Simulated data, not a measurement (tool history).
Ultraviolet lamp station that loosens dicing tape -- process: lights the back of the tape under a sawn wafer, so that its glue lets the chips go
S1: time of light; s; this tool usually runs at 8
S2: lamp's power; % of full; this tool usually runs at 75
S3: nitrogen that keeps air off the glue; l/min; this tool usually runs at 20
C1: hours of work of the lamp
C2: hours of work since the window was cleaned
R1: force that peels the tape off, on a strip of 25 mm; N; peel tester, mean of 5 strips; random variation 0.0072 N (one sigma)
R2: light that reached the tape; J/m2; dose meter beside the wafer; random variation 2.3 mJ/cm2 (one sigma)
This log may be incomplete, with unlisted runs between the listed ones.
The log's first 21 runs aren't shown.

Run 22, day 24.112: usual settings but S1 5 s, S2 60 % of full, S3 14 l/min; C1 715; C2 268. Result: R1 1.693 N, R2 800 J/m2.
Run 23, day 25.25: usual settings but S1 5 s, S2 90 % of full, S3 10 l/min; C1 736; C2 290. Result: R1 1.251 N, R2 1150 J/m2.
Run 24, day 25.946: usual settings but S1 11 s, S2 98 % of full, S3 35 l/min; C1 750; C2 303. Result: R1 0.208 N, R2 2700 J/m2.
Run 25, day 27.35: usual settings but S1 7 s, S2 94 % of full; C1 777; C2 330. Result: R1 0.418 N, R2 1610 J/m2.
Run 26, day 28.075: usual settings but S1 7 s, S2 94 % of full; C1 791; C2 344. Result: R1 0.469 N, R2 1610 J/m2.
Run 27, day 29.088: usual settings but S1 12 s, S2 88 % of full, S3 7 l/min; C1 810; C2 363. Result: R1 0.481 N, R2 2520 J/m2.
At day 29.258: window cleaned of glue's vapour.
Run 28, day 30.162: usual settings but S1 10 s, S3 16 l/min; C1 830; C2 17. Result: R1 0.359 N, R2 2090 J/m2.
Run 29, day 31.358: usual settings but S3 7 l/min; C1 853; C2 40. Result: R1 0.983 N, R2 1660 J/m2.
Run 30, day 31.975: usual settings but S1 4 s, S2 67 % of full, S3 12 l/min; C1 865; C2 52. Result: R1 1.92 N, R2 740 J/m2.
Run 31, day 32.592: usual settings but S1 6 s; C1 877; C2 64. Result: R1 0.764 N, R2 1200 J/m2.
Run 32, day 33.504: usual settings but S1 9 s; C1 894; C2 81. Result: R1 0.398 N, R2 1700 J/m2.

Branching from run 32: 5 alternative next runs. What would each branch give?
Run A, day 34.854: usual settings but S1 15 s, S2 65 % of full, S3 8 l/min; C1 920; C2 107. Result: R1 ?, R2 ?.
Run B, day 34.854: usual settings but S1 7 s, S3 6 l/min; C1 920; C2 107. Result: R1 ?, R2 ?.
Run C, day 34.854: usual settings; C1 920; C2 107. Result: R1 ?, R2 ?.
Run D, day 34.854: usual settings but S1 11 s; C1 920; C2 107. Result: R1 ?, R2 ?.
Run E, day 34.854: usual settings but S1 7 s, S3 36 l/min; C1 920; C2 107. Result: R1 ?, R2 ?.

run     R1    R2
  A  0.449  2470
  B  1.371  1290
  C  0.511  1540
  D  0.299  2060
  E  0.447  1360
Stripped of hidden state, with their random variation kept, the same runs would have yielded:
run     R1    R2
  A   0.25  3840
  B  0.709  2030
  C  0.263  2390
  D  0.205  3240
  E  0.244  2110
